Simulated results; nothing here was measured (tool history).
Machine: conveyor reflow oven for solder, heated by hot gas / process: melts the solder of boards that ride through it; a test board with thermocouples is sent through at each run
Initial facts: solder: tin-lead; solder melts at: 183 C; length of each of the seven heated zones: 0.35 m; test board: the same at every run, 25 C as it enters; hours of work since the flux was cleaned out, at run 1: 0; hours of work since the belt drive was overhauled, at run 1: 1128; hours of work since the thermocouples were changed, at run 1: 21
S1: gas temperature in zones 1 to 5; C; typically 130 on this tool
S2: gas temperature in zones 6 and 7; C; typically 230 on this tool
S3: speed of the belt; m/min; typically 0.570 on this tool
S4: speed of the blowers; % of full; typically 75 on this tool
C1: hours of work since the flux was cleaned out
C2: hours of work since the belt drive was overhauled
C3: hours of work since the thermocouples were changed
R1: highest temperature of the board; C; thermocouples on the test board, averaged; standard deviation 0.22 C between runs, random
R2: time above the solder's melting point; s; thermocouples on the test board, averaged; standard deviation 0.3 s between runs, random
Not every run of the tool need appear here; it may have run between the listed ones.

Run 1, hour 0.0: usual settings; C1 0; C2 1128; C3 21. Result: R1 212.9 C, R2 50.5 s.
Run 2, hour 47.0: usual settings but S1 119 C; C1 22; C2 1151; C3 43. Result: R1 210.2 C, R2 44.6 s.
At hour 75.8: belt drive overhauled, speed set with a stopwatch.
Run 3, hour 104.6: usual settings but S1 119 C; C1 48; C2 14; C3 69. Result: R1 209.6 C, R2 42.2 s.
Run 4, hour 166.9: usual settings but S4 88 % of full; C1 78; C2 44; C3 99. Result: R1 213.5 C, R2 49.4 s.
Run 5, hour 194.4: usual settings but S4 88 % of full; C1 91; C2 57; C3 112. Result: R1 213.1 C, R2 49.9 s.
Run 6, hour 233.5: usual settings but S3 0.531 m/min; C1 110; C2 76; C3 131. Result: R1 213.4 C, R2 53.2 s.
Run 7, hour 264.1: usual settings but S3 0.531 m/min; C1 125; C2 90; C3 145. Result: R1 213.5 C, R2 53.1 s.
Run 8, hour 294.7: usual settings but S4 50 % of full; C1 139; C2 105; C3 160. Result: R1 205.9 C, R2 40.2 s.
Run 9, hour 346.5: usual settings but S4 50 % of full; C1 164; C2 130; C3 185. Result: R1 205.6 C, R2 40.1 s.
Run 10, hour 373.0: usual settings; C1 177; C2 142; C3 198. Result: R1 210.4 C, R2 47.0 s.
At hour 403.1: flux residue cleaned out of gas plates and filters.
Run 11, hour 439.4: usual settings but S4 83 % of full; C1 17; C2 172; C3 227. Result: R1 213.7 C, R2 49.6 s.
Run 12, hour 480.5: usual settings but S4 83 % of full; C1 37; C2 192; C3 247. Result: R1 213.5 C, R2 50.1 s.
Run 13, hour 531.5: usual settings; C1 62; C2 216; C3 271. Result: R1 212.2 C, R2 48.8 s.
Run 14, hour 592.4: usual settings but S3 0.590 m/min; C1 91; C2 245; C3 300. Result: R1 211.1 C, R2 45.6 s.
Run 15, hour 631.5: usual settings but S2 219 C, S4 70 % of full; C1 109; C2 264; C3 319. Result: R1 201.9 C, R2 37.3 s.
Run 16, hour 681.7: usual settings but S2 219 C, S3 0.586 m/min; C1 134; C2 288; C3 343. Result: R1 201.5 C, R2 36.0 s.
Run 17, hour 721.8: usual settings but S2 219 C, S3 0.493 m/min; C1 153; C2 307; C3 362. Result: R1 206.9 C, R2 52.2 s.
Run 18, hour 782.7: usual settings but S1 116 C, S2 240 C, S3 0.528 m/min, S4 79 % of full; C1 182; C2 336; C3 392. Result: R1 221.5 C, R2 56.5 s.
At hour 802.6: flux residue cleaned out of gas plates and filters.
Run 19, hour 822.2: usual settings but S3 0.628 m/min; C1 9; C2 353; C3 408. Result: R1 209.5 C, R2 41.4 s.
Run 20, hour 865.6: usual settings but S3 0.628 m/min, S4 66 % of full; C1 30; C2 374; C3 429. Result: R1 207.4 C, R2 38.7 s.
Run 21, hour 906.4: usual settings but S3 0.569 m/min, S4 60 % of full; C1 50; C2 393; C3 448. Result: R1 209.4 C, R2 46.4 s.
Run 22, hour 939.1: usual settings but S2 219 C, S3 0.598 m/min; C1 65; C2 409; C3 464. Result: R1 201.7 C, R2 35.5 s.
Run 23, hour 967.5: usual settings but S2 227 C; C1 79; C2 422; C3 478. Result: R1 210.0 C, R2 46.8 s.
Run 24, hour 1003.0: usual settings but S2 227 C; C1 96; C2 439; C3 495. Result: R1 209.5 C, R2 46.5 s.
Run 25, hour 1049.8: usual settings but S2 239 C, S3 0.517 m/min, S4 74 % of full; C1 118; C2 462; C3 517. Result: R1 223.3 C, R2 63.6 s.
Run 26, hour 1079.9: usual settings but S2 239 C, S3 0.517 m/min, S4 74 % of full; C1 133; C2 476; C3 532. Result: R1 223.0 C, R2 63.7 s.
At hour 1118.3: thermocouples of zones 6 and 7 changed.
Run 27, hour 1134.6: usual settings but S1 133 C, S2 242 C, S3 0.517 m/min, S4 74 % of full; C1 158; C2 502; C3 8. Result: R1 224.8 C, R2 65.8 s.
Run 28, hour 1193.0: usual settings but S1 133 C, S2 242 C, S3 0.517 m/min, S4 74 % of full; C1 186; C2 529; C3 36. Result: R1 225.2 C, R2 65.5 s.

Each row is a separate what-if for the run after 28, all from the same tool condition, not one after another. Results?
At hour 1201.8: flux residue cleaned out of gas plates and filters.
Run A, hour 1234.1: usual settings but S2 239 C; C1 15; C2 547; C3 53. Result: R1 ?, R2 ?.
At hour 1201.8: flux residue cleaned out of gas plates and filters.
Run B, hour 1234.1: usual settings but S2 240 C, S3 0.470 m/min, S4 82 % of full; C1 15; C2 547; C3 53. Result: R1 ?, R2 ?.
At hour 1201.8: flux residue cleaned out of gas plates and filters.
Run C, hour 1234.1: usual settings but S3 0.514 m/min; C1 15; C2 547; C3 53. Result: R1 ?, R2 ?.
At hour 1201.8: flux residue cleaned out of gas plates and filters.
Run D, hour 1234.1: usual settings but S1 125 C, S4 88 % of full; C1 15; C2 547; C3 53. Result: R1 ?, R2 ?.
At hour 1201.8: flux residue cleaned out of gas plates and filters.
Run E, hour 1234.1: usual settings but S1 138 C; C1 15; C2 547; C3 53. Result: R1 ?, R2 ?.

run     R1    R2
  A  219.8  55.3
  B  227.6  74.3
  C  215.4  57.9
  D  213.0  49.0
  E  213.4  52.7
Take away the tool's hidden state, keep each run's random variation, and the runs would have read:
run     R1    R2
  A  219.5  54.3
  B  227.4  73.1
  C  215.2  56.9
  D  212.8  48.1
  E  213.2  51.7

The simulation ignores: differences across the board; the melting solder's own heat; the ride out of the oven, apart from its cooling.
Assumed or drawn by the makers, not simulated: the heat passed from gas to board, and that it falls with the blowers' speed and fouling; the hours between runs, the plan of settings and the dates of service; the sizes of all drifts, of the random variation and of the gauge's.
